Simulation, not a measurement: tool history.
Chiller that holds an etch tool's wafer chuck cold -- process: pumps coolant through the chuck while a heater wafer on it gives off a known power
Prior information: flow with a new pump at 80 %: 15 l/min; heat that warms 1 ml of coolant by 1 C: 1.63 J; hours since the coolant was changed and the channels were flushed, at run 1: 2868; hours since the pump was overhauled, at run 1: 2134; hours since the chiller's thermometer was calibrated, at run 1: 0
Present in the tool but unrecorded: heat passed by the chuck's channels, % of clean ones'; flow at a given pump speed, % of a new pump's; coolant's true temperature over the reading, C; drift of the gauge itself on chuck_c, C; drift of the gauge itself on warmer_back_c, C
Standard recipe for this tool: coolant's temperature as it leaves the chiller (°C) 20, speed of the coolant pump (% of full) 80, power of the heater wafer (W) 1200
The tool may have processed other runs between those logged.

run	hour	coolant's temperature as it leaves the chiller (°C)	speed of the coolant pump (% of full)	power of the heater wafer (W)	hours since the coolant was changed and the channels were flushed	hours since the pump was overhauled	hours since the chiller's thermometer was calibrated	chuck's temperature once it has settled (°C)	how much warmer the coolant comes back (C)
1	0.0	20	80	1200	2868	2134	0	32.9	2.98
2	65.5	20	80	1200	2933	2199	66	32.8	2.94
3	184.7	20	98	1200	3053	2318	185	31.2	2.41
4	259.5	20	98	1200	3127	2393	260	31.0	2.43
5	395.7	20	80	1200	3264	2529	396	32.8	2.94
6	468.7	20	80	1200	3337	2602	469	32.8	2.96
7	596.9	20	80	1200	3465	2731	597	32.7	2.97
8	673.2	20	80	1200	3541	2807	673	32.8	3.01
9	781.4	28	80	1200	3649	2915	781	40.8	2.98
10	871.9	28	80	1200	3740	3006	872	40.7	2.96
11	994.9	16	80	1200	3863	3129	995	28.9	2.96
12	1138.3	16	80	1200	4006	3272	1138	28.7	2.94
13	1252.0	20	80	1200	4120	3386	1252	32.9	2.95
14	1333.2	20	71	1200	4201	3467	1333	34.1	3.33
15	1430.0	20	71	1200	4298	3564	1430	33.9	3.36
16	1536.1	20	71	1200	4404	3670	1536	33.9	3.30

Run 17 is up next; what results do you expect?
17	1641.8	20	80	1200	4510	3776	1642	?	?

For run 17 the tool returned chuck's temperature once it has settled (°C) 32.8, how much warmer the coolant comes back (C) 2.99.
Were there no unlogged condition in the tool, this run, its random variation unchanged, would have produced chuck's temperature once it has settled (°C) 32.8, how much warmer the coolant comes back (C) 2.98.
